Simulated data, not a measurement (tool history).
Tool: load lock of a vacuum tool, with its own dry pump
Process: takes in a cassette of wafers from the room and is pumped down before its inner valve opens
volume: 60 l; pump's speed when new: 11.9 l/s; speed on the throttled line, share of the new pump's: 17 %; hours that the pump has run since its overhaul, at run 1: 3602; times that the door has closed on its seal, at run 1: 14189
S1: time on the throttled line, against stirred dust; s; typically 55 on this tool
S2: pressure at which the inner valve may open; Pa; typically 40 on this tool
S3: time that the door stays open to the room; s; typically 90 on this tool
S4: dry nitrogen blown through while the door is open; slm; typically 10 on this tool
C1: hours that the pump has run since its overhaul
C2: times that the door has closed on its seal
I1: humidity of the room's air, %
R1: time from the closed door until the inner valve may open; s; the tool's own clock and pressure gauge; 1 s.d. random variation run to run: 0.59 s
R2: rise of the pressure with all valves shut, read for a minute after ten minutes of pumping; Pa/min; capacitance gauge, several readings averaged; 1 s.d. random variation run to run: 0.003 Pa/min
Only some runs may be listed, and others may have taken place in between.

Run 1, day 0: usual settings; C1 3602; C2 14189; I1 46.8. Result: R1 85.3 s, R2 0.054 Pa/min.
Run 2, day 4.35: usual settings; C1 3706; C2 14637; I1 43.9. Result: R1 85.3 s, R2 0.041 Pa/min.
Run 3, day 7.458: usual settings but S4 17 slm; C1 3781; C2 14957; I1 47.6. Result: R1 85.7 s, R2 0.042 Pa/min.
Run 4, day 12.012: usual settings but S3 139 s; C1 3890; C2 15426; I1 43.2. Result: R1 85.9 s, R2 0.052 Pa/min.
Run 5, day 15.096: usual settings but S3 139 s; C1 3964; C2 15744; I1 44.8. Result: R1 84.6 s, R2 0.054 Pa/min.
Run 6, day 18.475: usual settings but S3 139 s; C1 4045; C2 16092; I1 44.2. Result: R1 85.7 s, R2 0.047 Pa/min.
Run 7, day 22.883: usual settings but S2 60 Pa; C1 4151; C2 16547; I1 43.3. Result: R1 82.9 s, R2 0.046 Pa/min.
Run 8, day 26: usual settings but S2 60 Pa; C1 4226; C2 16867; I1 44.4. Result: R1 84 s, R2 0.049 Pa/min.
Run 9, day 29.896: usual settings but S2 60 Pa, S4 19 slm; C1 4319; C2 17269; I1 41.7. Result: R1 82.6 s, R2 0.031 Pa/min.
Run 10, day 34.642: usual settings but S4 21 slm; C1 4433; C2 17758; I1 45. Result: R1 85.3 s, R2 0.032 Pa/min.
Run 11, day 38.933: usual settings but S3 204 s, S4 21 slm; C1 4536; C2 18200; I1 42.4. Result: R1 84.8 s, R2 0.039 Pa/min.
Run 12, day 41.904: usual settings but S3 204 s, S4 21 slm; C1 4607; C2 18506; I1 44.4. Result: R1 85 s, R2 0.044 Pa/min.
Run 13, day 44.317: usual settings; C1 4665; C2 18755; I1 42.8. Result: R1 84.6 s, R2 0.05 Pa/min.
Run 14, day 47.129: usual settings but S3 97 s; C1 4733; C2 19045; I1 45.3. Result: R1 84.2 s, R2 0.048 Pa/min.
Run 15, day 51.267: usual settings but S3 97 s; C1 4832; C2 19471; I1 47.7. Result: R1 85.2 s, R2 0.052 Pa/min.
Run 16, day 55.942: usual settings but S3 97 s; C1 4944; C2 19952; I1 47.2. Result: R1 84.6 s, R2 0.05 Pa/min.
Run 17, day 58.9: usual settings but S3 97 s; C1 5015; C2 20258; I1 44.1. Result: R1 85 s, R2 0.049 Pa/min.
Run 18, day 64.229: usual settings; C1 5143; C2 20806; I1 44.6. Result: R1 84.9 s, R2 0.045 Pa/min.
Run 19, day 67.275: usual settings but S4 14 slm; C1 5216; C2 21121; I1 44.2. Result: R1 84.8 s, R2 0.04 Pa/min.
Run 20, day 69.892: usual settings but S1 83 s, S2 45 Pa, S3 239 s; C1 5279; C2 21390; I1 41.8. Result: R1 107.2 s, R2 0.064 Pa/min.
At day 73.225: door's seal changed, seat wiped.
Run 21, day 73.712: usual settings but S1 67 s, S2 50 Pa, S3 110 s; C1 5369; C2 50; I1 45.8. Result: R1 95.4 s, R2 0.049 Pa/min.
Run 22, day 78.883: usual settings but S1 30 s, S2 50 Pa, S3 110 s, S4 30 slm; C1 5493; C2 583; I1 41.6. Result: R1 63.7 s, R2 0.029 Pa/min.
Run 23, day 82.017: usual settings but S1 43 s, S2 50 Pa, S3 110 s, S4 7 slm; C1 5569; C2 906; I1 44.3. Result: R1 73.6 s, R2 0.058 Pa/min.
Run 24, day 86.929: usual settings but S1 43 s, S2 47 Pa, S3 186 s, S4 7 slm; C1 5687; C2 1412; I1 42.2. Result: R1 74.4 s, R2 0.062 Pa/min.
Run 25, day 90.417: usual settings but S2 32 Pa, S4 7 slm; C1 5770; C2 1771; I1 44.1. Result: R1 86 s, R2 0.051 Pa/min.
Run 26, day 92.904: usual settings but S3 73 s, S4 18 slm; C1 5830; C2 2028; I1 45.2. Result: R1 85.3 s, R2 0.036 Pa/min.
Run 27, day 96.975: usual settings but S3 73 s, S4 18 slm; C1 5928; C2 2447; I1 46.3. Result: R1 84.7 s, R2 0.034 Pa/min.
Run 28, day 100.571: usual settings but S1 34 s, S2 59 Pa, S3 213 s, S4 29 slm; C1 6014; C2 2818; I1 45.6. Result: R1 66.3 s, R2 0.041 Pa/min.
Run 29, day 102.829: usual settings but S1 34 s, S2 59 Pa, S3 213 s, S4 29 slm; C1 6068; C2 3050; I1 47.5. Result: R1 66 s, R2 0.035 Pa/min.
Run 30, day 106.283: usual settings but S1 88 s; C1 6151; C2 3406; I1 46.2. Result: R1 112.9 s, R2 0.046 Pa/min.
Run 31, day 111.583: usual settings but S1 88 s; C1 6278; C2 3953; I1 40.9. Result: R1 111.6 s, R2 0.042 Pa/min.
Run 32, day 113.854: usual settings but S1 32 s, S2 29 Pa, S3 54 s, S4 11 slm; C1 6333; C2 4187; I1 46. Result: R1 68.5 s, R2 0.038 Pa/min.
Run 33, day 117.021: usual settings but S2 31 Pa, S3 152 s, S4 6 slm; C1 6409; C2 4513; I1 45.4. Result: R1 86.4 s, R2 0.064 Pa/min.
Run 34, day 119.317: usual settings but S2 31 Pa, S3 152 s, S4 6 slm; C1 6464; C2 4749; I1 41.6. Result: R1 87.3 s, R2 0.055 Pa/min.
Run 35, day 124.225: usual settings but S2 39 Pa, S4 5 slm; C1 6582; C2 5255; I1 44.7. Result: R1 85.4 s, R2 0.053 Pa/min.
Run 36, day 129.292: usual settings but S1 110 s, S2 39 Pa; C1 6703; C2 5777; I1 45.1. Result: R1 129.1 s, R2 0.049 Pa/min.
Run 37, day 132.779: usual settings but S2 29 Pa, S3 56 s, S4 27 slm; C1 6787; C2 6136; I1 43.9. Result: R1 86.8 s, R2 0.028 Pa/min.

Hidden state at the last listed run before each entry between runs and at the first one after, where it differs:
Logged between run 20 and run 21: door's seal changed, seat wiped (day 73.225)
  leak at the door's seal, Pa l/s: 0.0049 -> 0.002
  what was measured, less what the result would be without the hidden state, R2: +0.003 -> +0 Pa/min

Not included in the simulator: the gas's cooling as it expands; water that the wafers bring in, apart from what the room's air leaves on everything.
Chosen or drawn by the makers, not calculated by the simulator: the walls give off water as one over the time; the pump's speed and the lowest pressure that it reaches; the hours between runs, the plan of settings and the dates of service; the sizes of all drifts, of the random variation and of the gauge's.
